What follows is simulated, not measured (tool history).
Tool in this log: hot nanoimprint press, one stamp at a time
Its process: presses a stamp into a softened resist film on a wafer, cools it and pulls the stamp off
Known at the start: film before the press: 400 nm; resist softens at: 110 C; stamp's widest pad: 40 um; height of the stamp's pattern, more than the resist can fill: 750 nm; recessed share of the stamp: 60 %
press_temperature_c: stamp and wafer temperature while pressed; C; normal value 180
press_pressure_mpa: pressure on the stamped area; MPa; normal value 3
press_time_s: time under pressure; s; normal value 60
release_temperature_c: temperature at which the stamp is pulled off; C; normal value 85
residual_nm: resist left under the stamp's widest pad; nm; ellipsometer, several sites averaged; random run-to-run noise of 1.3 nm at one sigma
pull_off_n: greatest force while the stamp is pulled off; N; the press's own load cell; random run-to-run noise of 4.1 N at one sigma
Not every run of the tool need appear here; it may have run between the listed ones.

| run | hour | press_temperature_c | press_pressure_mpa | press_time_s | release_temperature_c | residual_nm | pull_off_n |
|---|---|---|---|---|---|---|---|
| 1 | 0 | 180 | 3 | 60 | 85 | 198.7 | 249 |
| 2 | 5.5 | 180 | 3 | 60 | 85 | 201.2 | 251 |
| 3 | 10.2 | 180 | 3 | 60 | 85 | 198.4 | 250 |
| 4 | 15.4 | 180 | 1.86 | 60 | 85 | 248.6 | 248 |
| 5 | 21.1 | 180 | 3 | 60 | 85 | 199.1 | 247 |
| 6 | 26.7 | 180 | 2.08 | 60 | 85 | 236.7 | 253 |
| 7 | 35.7 | 180 | 2.08 | 113 | 85 | 196.8 | 253 |
| 8 | 42.1 | 180 | 2.65 | 113 | 85 | 172.6 | 258 |
| 9 | 50.8 | 180 | 2.65 | 113 | 85 | 174.2 | 264 |
| 10 | 56.2 | 180 | 2.65 | 113 | 85 | 172.7 | 264 |
| 11 | 62.6 | 180 | 2.65 | 113 | 85 | 174.2 | 257 |
| 12 | 69.5 | 180 | 2.65 | 113 | 85 | 173.9 | 264 |
| 13 | 76 | 185 | 3 | 98 | 85 | 140.1 | 261 |
| 14 | 80.6 | 185 | 3 | 98 | 75 | 141.3 | 339 |
| 15 | 87.8 | 188 | 4.76 | 83 | 90 | 102.2 | 220 |
| 16 | 98.1 | 188 | 4.76 | 32 | 84 | 146.3 | 271 |
| 17 | 106.4 | 188 | 4.76 | 32 | 77 | 145.1 | 330 |

Run 18 comes next. What will it give?
| 18 | 114.2 | 188 | 4.76 | 32 | 77 | ? | ? |

{"run 18": {"residual_nm": 144.7, "pull_off_n": 339}}
Had the tool carried no hidden state, the very same run would have given residual_nm 144.2 nm, pull_off_n 252 N.

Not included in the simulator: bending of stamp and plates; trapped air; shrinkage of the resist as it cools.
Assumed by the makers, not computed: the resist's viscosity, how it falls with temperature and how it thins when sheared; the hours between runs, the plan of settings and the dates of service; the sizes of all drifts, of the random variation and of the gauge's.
